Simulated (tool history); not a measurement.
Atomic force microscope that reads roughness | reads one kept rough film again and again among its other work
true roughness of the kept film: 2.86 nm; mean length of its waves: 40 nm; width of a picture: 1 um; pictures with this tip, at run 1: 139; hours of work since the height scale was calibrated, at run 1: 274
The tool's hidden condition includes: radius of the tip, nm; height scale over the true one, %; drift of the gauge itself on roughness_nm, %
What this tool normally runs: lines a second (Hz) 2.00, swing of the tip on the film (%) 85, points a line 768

run   hour  lines a second (Hz)  swing of the tip on the film (%)  points a line  pictures with this tip  hours of work since the height scale was calibrated  roughness of the kept film (nm (root mean square))
  1    0.0                 2.00                                85            768                     139                                                  274                                               2.078
  2    6.4                 1.75                                85            768                     145                                                  278                                               2.127
  3   19.0                 2.00                                67            768                     157                                                  285                                               2.329
  4   29.1                 2.00                                67            768                     167                                                  291                                               2.337
  5   35.6                 2.00                                67            768                     174                                                  295                                               2.304
  6   44.5                 2.00                                67            768                     182                                                  300                                               2.319
  7   55.9                 2.00                                85            768                     193                                                  307                                               2.030
  8   64.3                 2.00                                85            768                     201                                                  312                                               2.030
  9   75.3                 2.00                                85            768                     212                                                  319                                               2.004
 10   87.3                 2.00                                85            659                     224                                                  326                                               2.019
      93.6  -- new tip fitted
 11   97.4                 0.69                                85            659                       4                                                  332                                               2.527
 12  108.8                 0.69                                85            659                      15                                                  339                                               2.501
 13  116.1                 2.00                                85            768                      22                                                  343                                               2.173
 14  122.4                 2.00                                85            768                      28                                                  347                                               2.163
 15  130.2                 2.00                                85            768                      36                                                  351                                               2.176
 16  141.9                 1.26                                85            768                      47                                                  358                                               2.314
 17  147.3                 2.92                                85           1021                      53                                                  361                                               1.969
 18  160.1                 0.85                                56            768                      65                                                  369                                               2.602
 19  171.7                 0.85                                56            768                      76                                                  376                                               2.587
 20  178.9                 1.80                                85            450                      83                                                  380                                               2.173
 21  184.4                 0.70                                61            450                      89                                                  384                                               2.574
     186.4  -- height scale calibrated on a step standard
 22  193.8                 0.77                                85            571                      97                                                    4                                               2.394
 23  201.6                 1.25                                76            527                     104                                                    9                                               2.384
 24  208.2                 1.25                                76            527                     111                                                   13                                               2.374
 25  213.8                 0.78                                73            527                     116                                                   16                                               2.475
 26  223.6                 1.99                                66            527                     126                                                   22                                               2.395
 27  234.9                 1.68                                60            721                     137                                                   29                                               2.461
     239.7  -- height scale calibrated on a step standard, once more
 28  245.6                 1.68                                60            721                     146                                                    4                                               2.463
 29  251.5                 1.68                                60            721                     152                                                    7                                               2.424
 30  262.1                 0.67                                62            721                     162                                                   13                                               2.489
 31  272.8                 2.36                                85            275                     172                                                   20                                               1.975
 32  282.6                 0.87                                82            768                     182                                                   26                                               2.318

Hidden state or all else? Some run-to-run changes of roughness of the kept film (nm (root mean square)), split into what the settings, what came in and random variation would give without the hidden state, and what is left for the hidden state (with any gauge scatter that isn't in both results):
Run 10 -> 11: lines a second (Hz) 2.00 -> 0.69, new tip fitted. roughness of the kept film (nm (root mean square)) +0.508: hidden state +0.183, all else +0.325.
Run 17 -> 18: lines a second (Hz) 2.92 -> 0.85, swing of the tip on the film (%) 85 -> 56, points a line 1021 -> 768. roughness of the kept film (nm (root mean square)) +0.633: hidden state -0.029, all else +0.662.
Run 30 -> 31: lines a second (Hz) 0.67 -> 2.36, swing of the tip on the film (%) 62 -> 85, points a line 721 -> 275. roughness of the kept film (nm (root mean square)) -0.514: hidden state +0.027, all else -0.541.
Run 31 -> 32: lines a second (Hz) 2.36 -> 0.87, swing of the tip on the film (%) 85 -> 82, points a line 275 -> 768. roughness of the kept film (nm (root mean square)) +0.343: hidden state -0.035, all else +0.378.

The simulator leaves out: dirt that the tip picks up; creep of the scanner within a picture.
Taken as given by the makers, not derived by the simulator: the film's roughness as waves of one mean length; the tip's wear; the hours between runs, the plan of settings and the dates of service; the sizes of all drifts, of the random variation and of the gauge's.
